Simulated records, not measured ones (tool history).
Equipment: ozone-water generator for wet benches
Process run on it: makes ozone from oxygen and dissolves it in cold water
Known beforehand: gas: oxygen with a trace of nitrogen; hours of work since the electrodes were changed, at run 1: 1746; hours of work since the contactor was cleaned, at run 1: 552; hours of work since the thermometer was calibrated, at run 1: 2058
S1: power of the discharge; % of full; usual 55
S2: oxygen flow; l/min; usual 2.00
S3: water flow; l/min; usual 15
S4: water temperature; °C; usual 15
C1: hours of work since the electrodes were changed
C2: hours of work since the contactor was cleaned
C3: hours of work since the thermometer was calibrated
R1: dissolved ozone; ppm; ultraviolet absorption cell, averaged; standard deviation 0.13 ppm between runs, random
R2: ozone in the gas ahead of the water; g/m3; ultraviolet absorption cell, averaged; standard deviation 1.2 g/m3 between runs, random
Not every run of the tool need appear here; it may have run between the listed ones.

| run | hour | S1 | S2 | S3 | S4 | C1 | C2 | C3 | R1 | R2 |
|---|---|---|---|---|---|---|---|---|---|---|
| 1 | 0.0 | 55 | 2.00 | 15 | 15 | 1746 | 552 | 2058 | 16.9 | 210.1 |
| 2 | 127.5 | 55 | 2.00 | 15 | 15 | 1851 | 657 | 2162 | 17.2 | 210.5 |
| 3 | 263.1 | 55 | 2.00 | 15 | 15 | 1962 | 768 | 2274 | 17.1 | 210.6 |
| 4 | 417.2 | 58 | 2.00 | 15 | 15 | 2088 | 894 | 2400 | 17.5 | 216.8 |
| 5 | 481.3 | 55 | 2.00 | 13 | 15 | 2141 | 947 | 2453 | 19.4 | 213.0 |
| 6 | 623.7 | 55 | 2.00 | 15 | 15 | 2258 | 1064 | 2569 | 17.1 | 210.7 |
| 7 | 726.5 | 55 | 2.00 | 15 | 15 | 2342 | 1148 | 2654 | 17.2 | 211.6 |
| 8 | 875.3 | 55 | 2.00 | 15 | 15 | 2464 | 1270 | 2776 | 16.8 | 209.8 |
| 9 | 981.4 | 55 | 2.00 | 15 | 15 | 2551 | 1357 | 2863 | 16.8 | 210.2 |
| 10 | 1118.2 | 55 | 2.00 | 15 | 15 | 2663 | 1469 | 2975 | 16.6 | 208.3 |
| 11 | 1235.1 | 55 | 2.00 | 15 | 15 | 2759 | 1565 | 3071 | 16.8 | 208.0 |
| 12 | 1336.8 | 55 | 2.00 | 15 | 15 | 2842 | 1648 | 3154 | 16.9 | 209.9 |
| 13 | 1490.2 | 55 | 2.00 | 20 | 15 | 2968 | 1774 | 3280 | 12.5 | 206.7 |
|  | 1526.4 | water thermometer calibrated |
| 14 | 1602.2 | 55 | 2.00 | 20 | 15 | 3059 | 1865 | 62 | 12.4 | 207.6 |
| 15 | 1726.3 | 55 | 2.00 | 11 | 15 | 3161 | 1967 | 164 | 22.1 | 207.3 |
| 16 | 1853.5 | 55 | 2.00 | 15 | 15 | 3265 | 2071 | 268 | 16.5 | 206.4 |
| 17 | 1930.6 | 55 | 2.00 | 15 | 15 | 3329 | 2135 | 331 | 16.6 | 205.9 |
| 18 | 2043.6 | 55 | 2.00 | 15 | 15 | 3421 | 2227 | 424 | 16.6 | 207.7 |
| 19 | 2112.0 | 55 | 2.00 | 15 | 15 | 3477 | 2283 | 480 | 16.8 | 207.0 |
| 20 | 2185.0 | 69 | 1.15 | 22 | 15 | 3537 | 2343 | 540 | 10.0 | 304.6 |
| 21 | 2251.5 | 68 | 1.15 | 13 | 15 | 3592 | 2398 | 594 | 17.9 | 297.6 |
| 22 | 2334.3 | 68 | 3.24 | 13 | 9 | 3660 | 2466 | 662 | 25.3 | 189.1 |
| 23 | 2421.4 | 74 | 2.63 | 15 | 15 | 3731 | 2537 | 734 | 20.7 | 217.8 |
| 24 | 2512.5 | 55 | 1.21 | 15 | 9 | 3806 | 2612 | 808 | 14.5 | 254.7 |
| 25 | 2600.8 | 92 | 1.21 | 15 | 9 | 3878 | 2684 | 881 | 19.3 | 347.5 |
| 26 | 2685.4 | 93 | 1.63 | 9 | 11 | 3947 | 2753 | 950 | 34.8 | 305.2 |
| 27 | 2753.1 | 93 | 1.63 | 9 | 11 | 4003 | 2809 | 1006 | 34.8 | 306.9 |
| 28 | 2826.8 | 47 | 2.64 | 9 | 20 | 4063 | 2869 | 1066 | 22.5 | 165.7 |
| 29 | 2899.2 | 47 | 2.93 | 12 | 21 | 4123 | 2929 | 1125 | 18.4 | 157.6 |
| 30 | 3021.2 | 90 | 2.00 | 16 | 11 | 4223 | 3029 | 1225 | 20.9 | 272.1 |
| 31 | 3127.1 | 59 | 2.00 | 23 | 11 | 4309 | 3115 | 1312 | 10.8 | 211.6 |
| 32 | 3237.7 | 59 | 2.00 | 23 | 11 | 4400 | 3206 | 1403 | 10.8 | 212.3 |
| 33 | 3364.6 | 76 | 1.36 | 22 | 13 | 4504 | 3310 | 1507 | 11.1 | 292.4 |

What would each run have given without the hidden state, its run-to-run variation left as it was?
Hidden state present: yield of the discharge, % of new electrodes'; contactor's efficiency, % of a clean one's; true water temperature over the reading, C; drift of the gauge itself on ozone_ppm, %; drift of the gauge itself on gas_g_m3, %.
| run | R1 | R2 |
|---|---|---|
| 1 | 17.4 | 213.2 |
| 2 | 17.7 | 214.0 |
| 3 | 17.6 | 214.3 |
| 4 | 18.1 | 221.1 |
| 5 | 20.0 | 217.2 |
| 6 | 17.7 | 215.2 |
| 7 | 17.8 | 216.3 |
| 8 | 17.5 | 214.8 |
| 9 | 17.5 | 215.4 |
| 10 | 17.3 | 213.7 |
| 11 | 17.5 | 213.7 |
| 12 | 17.7 | 215.8 |
| 13 | 13.2 | 212.8 |
| 14 | 13.0 | 214.0 |
| 15 | 23.2 | 214.0 |
| 16 | 17.4 | 213.3 |
| 17 | 17.5 | 212.9 |
| 18 | 17.5 | 215.1 |
| 19 | 17.7 | 214.5 |
| 20 | 10.7 | 317.6 |
| 21 | 19.1 | 310.5 |
| 22 | 26.9 | 197.4 |
| 23 | 22.2 | 228.1 |
| 24 | 15.4 | 264.9 |
| 25 | 20.8 | 367.0 |
| 26 | 37.4 | 322.8 |
| 27 | 37.4 | 324.9 |
| 28 | 23.8 | 172.2 |
| 29 | 19.6 | 163.9 |
| 30 | 22.8 | 288.9 |
| 31 | 11.8 | 222.0 |
| 32 | 11.8 | 223.0 |
| 33 | 12.3 | 310.2 |
